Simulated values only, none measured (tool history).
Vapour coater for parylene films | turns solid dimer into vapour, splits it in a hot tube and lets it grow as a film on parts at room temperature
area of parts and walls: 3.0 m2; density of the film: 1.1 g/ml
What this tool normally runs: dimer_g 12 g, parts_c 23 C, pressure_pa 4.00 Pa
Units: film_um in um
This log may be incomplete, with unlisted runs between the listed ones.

run 1 day=0.000 | dimer_g=12 parts_c=23 pressure_pa=4.00 | film_um=1.808
run 2 day=0.633 | dimer_g=14 parts_c=23 pressure_pa=4.00 | film_um=2.099
run 3 day=1.171 | dimer_g=12 parts_c=23 pressure_pa=4.00 | film_um=1.804
run 4 day=1.475 | dimer_g=12 parts_c=23 pressure_pa=4.00 | film_um=1.807
run 5 day=1.821 | dimer_g=12 parts_c=23 pressure_pa=4.00 | film_um=1.797
run 6 day=2.408 | dimer_g=12 parts_c=23 pressure_pa=4.00 | film_um=1.795
-- day=2.679 trap's valve overhauled
run 7 day=2.879 | dimer_g=12 parts_c=23 pressure_pa=4.00 | film_um=2.006
run 8 day=3.433 | dimer_g=12 parts_c=23 pressure_pa=7.62 | film_um=1.910
run 9 day=3.721 | dimer_g=12 parts_c=23 pressure_pa=4.00 | film_um=2.004
run 10 day=4.350 | dimer_g=12 parts_c=23 pressure_pa=4.46 | film_um=1.974
run 11 day=4.900 | dimer_g=6 parts_c=23 pressure_pa=4.00 | film_um=0.996
run 12 day=5.492 | dimer_g=6 parts_c=23 pressure_pa=2.11 | film_um=1.033
run 13 day=6.008 | dimer_g=6 parts_c=23 pressure_pa=2.11 | film_um=1.050
run 14 day=6.608 | dimer_g=6 parts_c=23 pressure_pa=2.11 | film_um=1.044
run 15 day=6.904 | dimer_g=12 parts_c=23 pressure_pa=4.00 | film_um=1.987
run 16 day=7.471 | dimer_g=12 parts_c=19 pressure_pa=4.00 | film_um=2.125
run 17 day=8.079 | dimer_g=12 parts_c=23 pressure_pa=4.00 | film_um=1.971
run 18 day=8.554 | dimer_g=12 parts_c=23 pressure_pa=4.00 | film_um=1.972
run 19 day=9.021 | dimer_g=12 parts_c=23 pressure_pa=4.00 | film_um=1.983
run 20 day=9.375 | dimer_g=12 parts_c=23 pressure_pa=4.00 | film_um=1.962
run 21 day=10.008 | dimer_g=12 parts_c=23 pressure_pa=4.00 | film_um=1.967
run 22 day=10.488 | dimer_g=12 parts_c=23 pressure_pa=4.00 | film_um=1.961
run 23 day=10.808 | dimer_g=12 parts_c=23 pressure_pa=4.00 | film_um=1.973
run 24 day=11.412 | dimer_g=12 parts_c=23 pressure_pa=4.00 | film_um=1.961
run 25 day=12.079 | dimer_g=12 parts_c=24 pressure_pa=2.70 | film_um=1.979
run 26 day=12.458 | dimer_g=20 parts_c=35 pressure_pa=5.79 | film_um=2.555
run 27 day=12.796 | dimer_g=12 parts_c=16 pressure_pa=2.35 | film_um=2.325
run 28 day=13.388 | dimer_g=12 parts_c=16 pressure_pa=2.35 | film_um=2.315
run 29 day=13.788 | dimer_g=8 parts_c=16 pressure_pa=7.09 | film_um=1.423
run 30 day=14.267 | dimer_g=8 parts_c=16 pressure_pa=7.09 | film_um=1.417
run 31 day=14.621 | dimer_g=12 parts_c=31 pressure_pa=3.89 | film_um=1.685
run 32 day=15.242 | dimer_g=6 parts_c=23 pressure_pa=5.76 | film_um=0.934
run 33 day=15.554 | dimer_g=6 parts_c=23 pressure_pa=5.76 | film_um=0.943
run 34 day=15.904 | dimer_g=6 parts_c=23 pressure_pa=5.76 | film_um=0.941
run 35 day=16.412 | dimer_g=9 parts_c=23 pressure_pa=5.44 | film_um=1.436
run 36 day=16.838 | dimer_g=9 parts_c=23 pressure_pa=5.44 | film_um=1.422
run 37 day=17.125 | dimer_g=9 parts_c=23 pressure_pa=5.44 | film_um=1.408
run 38 day=17.733 | dimer_g=9 parts_c=18 pressure_pa=2.05 | film_um=1.674
run 39 day=18.050 | dimer_g=20 parts_c=32 pressure_pa=3.81 | film_um=2.738
run 40 day=18.529 | dimer_g=11 parts_c=23 pressure_pa=4.07 | film_um=1.776
run 41 day=18.867 | dimer_g=12 parts_c=23 pressure_pa=10.26 | film_um=1.790
run 42 day=19.175 | dimer_g=20 parts_c=29 pressure_pa=2.02 | film_um=3.045
run 43 day=19.517 | dimer_g=20 parts_c=35 pressure_pa=2.02 | film_um=2.728
run 44 day=20.079 | dimer_g=11 parts_c=16 pressure_pa=3.88 | film_um=2.006
run 45 day=20.542 | dimer_g=18 parts_c=18 pressure_pa=6.62 | film_um=3.035
run 46 day=21.154 | dimer_g=19 parts_c=26 pressure_pa=10.19 | film_um=2.671

Same runs, no hidden state in the tool, same run-to-run variation:
Hidden state at play: vapour lost through the trap's worn valve, %; true temperature of the parts over the reading, C; drift of the gauge itself on film_um, %.
run=1 film_um=2.005
run=2 film_um=2.332
run=3 film_um=2.006
run=4 film_um=2.010
run=5 film_um=2.002
run=6 film_um=2.003
run=7 film_um=2.009
run=8 film_um=1.915
run=9 film_um=2.011
run=10 film_um=1.984
run=11 film_um=1.002
run=12 film_um=1.041
run=13 film_um=1.059
run=14 film_um=1.055
run=15 film_um=2.008
run=16 film_um=2.150
run=17 film_um=1.996
run=18 film_um=2.000
run=19 film_um=2.013
run=20 film_um=1.994
run=21 film_um=2.001
run=22 film_um=1.997
run=23 film_um=2.010
run=24 film_um=2.001
run=25 film_um=2.022
run=26 film_um=2.613
run=27 film_um=2.380
run=28 film_um=2.372
run=29 film_um=1.459
run=30 film_um=1.455
run=31 film_um=1.731
run=32 film_um=0.961
run=33 film_um=0.971
run=34 film_um=0.970
run=35 film_um=1.482
run=36 film_um=1.468
run=37 film_um=1.455
run=38 film_um=1.732
run=39 film_um=2.835
run=40 film_um=1.841
run=41 film_um=1.857
run=42 film_um=3.161
run=43 film_um=2.834
run=44 film_um=2.087
run=45 film_um=3.162
run=46 film_um=2.786

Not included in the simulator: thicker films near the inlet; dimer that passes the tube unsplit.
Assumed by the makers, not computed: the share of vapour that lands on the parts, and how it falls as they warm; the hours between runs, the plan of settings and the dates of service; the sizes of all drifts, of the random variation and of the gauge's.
